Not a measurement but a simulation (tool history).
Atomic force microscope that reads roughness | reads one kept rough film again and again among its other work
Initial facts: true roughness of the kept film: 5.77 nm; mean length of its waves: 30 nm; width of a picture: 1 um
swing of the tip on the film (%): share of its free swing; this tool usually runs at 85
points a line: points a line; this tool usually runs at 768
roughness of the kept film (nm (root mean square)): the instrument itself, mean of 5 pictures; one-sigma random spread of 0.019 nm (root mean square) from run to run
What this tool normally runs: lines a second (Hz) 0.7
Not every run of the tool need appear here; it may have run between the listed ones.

run	hour	lines a second (Hz)	swing of the tip on the film (%)	points a line	roughness of the kept film (nm (root mean square))
1	0	0.7	85	768	4.702
2	10.8	0.7	85	768	4.65
3	16.2	0.887	85	768	4.61
4	26.3	0.7	85	271	4.613
5	34.8	0.7	85	271	4.597
6	39.4	0.7	85	271	4.614
7	47.7	0.7	85	271	4.586
8	58.1	1.429	85	587	4.468
9	67	0.513	73	762	4.757
10	76	0.997	71	640	4.727
11	84.7	0.997	65	314	4.729
12	90.6	0.997	65	314	4.726
13	99.5	0.7	85	354	4.617

Forecast each of these 5 alternatives for the next run:
A	105.5	0.886	66	711	?
B	105.5	1.613	69	689	?
C	105.5	3.201	74	990	?
D	105.5	0.636	60	768	?
E	105.5	0.824	59	668	?

run	roughness of the kept film (nm (root mean square))
A	4.758
B	4.652
C	4.335
D	4.845
E	4.838
Without the tool's unlogged condition, the same runs would have read:
run	roughness of the kept film (nm (root mean square))
A	4.769
B	4.663
C	4.346
D	4.856
E	4.85
